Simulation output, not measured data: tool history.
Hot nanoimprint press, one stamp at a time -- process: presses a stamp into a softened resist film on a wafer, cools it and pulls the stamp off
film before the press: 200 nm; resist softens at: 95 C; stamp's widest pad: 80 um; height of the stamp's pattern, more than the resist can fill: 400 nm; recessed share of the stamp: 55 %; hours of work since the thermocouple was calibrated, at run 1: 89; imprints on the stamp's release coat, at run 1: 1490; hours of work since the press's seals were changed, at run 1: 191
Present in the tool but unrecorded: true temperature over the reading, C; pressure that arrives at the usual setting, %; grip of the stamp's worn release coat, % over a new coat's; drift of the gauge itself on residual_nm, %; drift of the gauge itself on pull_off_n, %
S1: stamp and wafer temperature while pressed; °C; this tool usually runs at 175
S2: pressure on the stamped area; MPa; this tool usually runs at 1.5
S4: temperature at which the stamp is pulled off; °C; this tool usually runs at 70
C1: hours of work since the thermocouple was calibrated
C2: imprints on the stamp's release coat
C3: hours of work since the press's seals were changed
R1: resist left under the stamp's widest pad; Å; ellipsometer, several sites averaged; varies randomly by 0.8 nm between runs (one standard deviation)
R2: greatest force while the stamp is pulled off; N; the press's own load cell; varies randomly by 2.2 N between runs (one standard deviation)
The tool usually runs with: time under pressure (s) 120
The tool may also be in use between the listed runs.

run 1 hour=0 | S1=175 S2=1.5 time_under_pressure_(s)=120 S4=70 | C1=89 C2=1490 C3=191 | R1=1046 R2=155
run 2 hour=70.6 | S1=175 S2=1.5 time_under_pressure_(s)=120 S4=70 | C1=119 C2=1622 C3=220 | R1=1059 R2=166
run 3 hour=141.4 | S1=175 S2=1.5 time_under_pressure_(s)=120 S4=70 | C1=148 C2=1754 C3=249 | R1=1052 R2=173
run 4 hour=207.4 | S1=175 S2=1.5 time_under_pressure_(s)=120 S4=70 | C1=176 C2=1878 C3=277 | R1=1061 R2=175
run 5 hour=279.8 | S1=175 S2=1.5 time_under_pressure_(s)=120 S4=70 | C1=206 C2=2013 C3=307 | R1=1082 R2=189
run 6 hour=339.6 | S1=175 S2=1.5 time_under_pressure_(s)=120 S4=70 | C1=231 C2=2125 C3=332 | R1=1077 R2=187
run 7 hour=387.7 | S1=175 S2=1.5 time_under_pressure_(s)=120 S4=70 | C1=251 C2=2215 C3=352 | R1=1087 R2=201
run 8 hour=433.3 | S1=176 S2=1.5 time_under_pressure_(s)=120 S4=70 | C1=270 C2=2300 C3=371 | R1=1064 R2=200
-- hour=513.8 stamp cleaned and given a new release coat
run 9 hour=514 | S1=175 S2=1.5 time_under_pressure_(s)=120 S4=70 | C1=301 C2=0 C3=402 | R1=1112 R2=103
-- hour=524.7 plate thermocouple calibrated
run 10 hour=583.9 | S1=175 S2=1.5 time_under_pressure_(s)=120 S4=70 | C1=25 C2=125 C3=430 | R1=1138 R2=108
run 11 hour=625.7 | S1=175 S2=1.5 time_under_pressure_(s)=120 S4=70 | C1=42 C2=204 C3=448 | R1=1149 R2=115
run 12 hour=662.6 | S1=175 S2=1.5 time_under_pressure_(s)=120 S4=70 | C1=57 C2=273 C3=463 | R1=1159 R2=118
run 13 hour=699.2 | S1=175 S2=1.5 time_under_pressure_(s)=120 S4=70 | C1=73 C2=341 C3=478 | R1=1166 R2=123
run 14 hour=779 | S1=185 S2=1.71 time_under_pressure_(s)=211 S4=68 | C1=106 C2=491 C3=511 | R1=577 R2=135
-- hour=796.1 plate thermocouple calibrated, once more
run 15 hour=832.9 | S1=178 S2=1.35 time_under_pressure_(s)=120 S4=61 | C1=15 C2=586 C3=533 | R1=964 R2=139
run 16 hour=879 | S1=181 S2=1.5 time_under_pressure_(s)=196 S4=75 | C1=35 C2=672 C3=552 | R1=697 R2=116
run 17 hour=936.3 | S1=185 S2=1.56 time_under_pressure_(s)=206 S4=72 | C1=58 C2=779 C3=576 | R1=551 R2=127
run 18 hour=1006.1 | S1=168 S2=1.06 time_under_pressure_(s)=115 S4=72 | C1=88 C2=910 C3=605 | R1=1524 R2=133
run 19 hour=1056.1 | S1=168 S2=1.06 time_under_pressure_(s)=115 S4=72 | C1=108 C2=1003 C3=626 | R1=1568 R2=131
run 20 hour=1094 | S1=168 S2=1.06 time_under_pressure_(s)=115 S4=72 | C1=124 C2=1074 C3=642 | R1=1526 R2=141
run 21 hour=1162.1 | S1=168 S2=1.06 time_under_pressure_(s)=115 S4=72 | C1=153 C2=1202 C3=670 | R1=1551 R2=148
run 22 hour=1239.2 | S1=175 S2=0.92 time_under_pressure_(s)=181 S4=64 | C1=185 C2=1346 C3=702 | R1=1168 R2=174
run 23 hour=1290.3 | S1=181 S2=0.92 time_under_pressure_(s)=190 S4=64 | C1=206 C2=1442 C3=723 | R1=925 R2=187
run 24 hour=1354 | S1=175 S2=1.5 time_under_pressure_(s)=74 S4=70 | C1=233 C2=1561 C3=750 | R1=1292 R2=167
run 25 hour=1432.1 | S1=178 S2=1.5 time_under_pressure_(s)=120 S4=63 | C1=265 C2=1707 C3=782 | R1=998 R2=194

Branching from run 25: 4 alternative next runs. What would each branch give?
run A hour=1500.1 | S1=178 S2=1.5 time_under_pressure_(s)=107 S4=76 | C1=293 C2=1834 C3=811 | R1=? R2=?
run B hour=1500.1 | S1=178 S2=2.32 time_under_pressure_(s)=222 S4=63 | C1=293 C2=1834 C3=811 | R1=? R2=?
run C hour=1500.1 | S1=174 S2=1.66 time_under_pressure_(s)=120 S4=70 | C1=293 C2=1834 C3=811 | R1=? R2=?
run D hour=1500.1 | S1=181 S2=1.5 time_under_pressure_(s)=120 S4=70 | C1=293 C2=1834 C3=811 | R1=? R2=?

run=A R1=1062 R2=157
run=B R1=662 R2=209
run=C R1=1131 R2=176
run=D R1=884 R2=179
Without the tool's unlogged condition, the same runs would have read:
run=A R1=970 R2=88
run=B R1=582 R2=117
run=C R1=1031 R2=98
run=D R1=802 R2=100
